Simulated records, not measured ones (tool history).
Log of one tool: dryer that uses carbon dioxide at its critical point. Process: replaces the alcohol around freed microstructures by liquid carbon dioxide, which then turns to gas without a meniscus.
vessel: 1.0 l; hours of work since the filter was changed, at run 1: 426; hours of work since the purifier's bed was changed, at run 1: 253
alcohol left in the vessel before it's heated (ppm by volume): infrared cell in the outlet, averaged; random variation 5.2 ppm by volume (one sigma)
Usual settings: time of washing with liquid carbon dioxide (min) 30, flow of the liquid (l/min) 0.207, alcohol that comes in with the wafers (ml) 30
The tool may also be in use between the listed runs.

run,hour,time of washing with liquid carbon dioxide (min),flow of the liquid (l/min),alcohol that comes in with the wafers (ml),hours of work since the filter was changed,hours of work since the purifier's bed was changed,alcohol left in the vessel before it's heated (ppm by volume)
1,0.0,30,0.207,30,426,253,155
2,22.9,30,0.207,30,434,261,150
3,48.9,30,0.207,30,442,269,156
4,65.3,30,0.207,30,448,275,152
5,88.9,30,0.207,30,456,282,143
6,103.2,30,0.207,30,460,287,163
7,128.2,30,0.207,30,468,295,159
# hour 152.8: inlet filter changed
8,155.3,30,0.207,30,1,304,112
9,179.9,30,0.305,30,9,312,21
10,202.1,30,0.305,49,16,319,33
11,214.9,30,0.305,49,20,323,39
12,235.1,24,0.332,30,27,330,43
13,257.7,20,0.332,44,34,338,114
14,280.6,24,0.207,32,42,345,326
15,301.1,24,0.146,30,49,352,1148
16,323.9,24,0.271,30,56,359,90

Forecast run 17:
17,340.3,30,0.142,30,62,365,?

alcohol left in the vessel before it's heated (ppm by volume): 582
Without the tool's hidden state the same run would have given alcohol left in the vessel before it's heated (ppm by volume) 527.
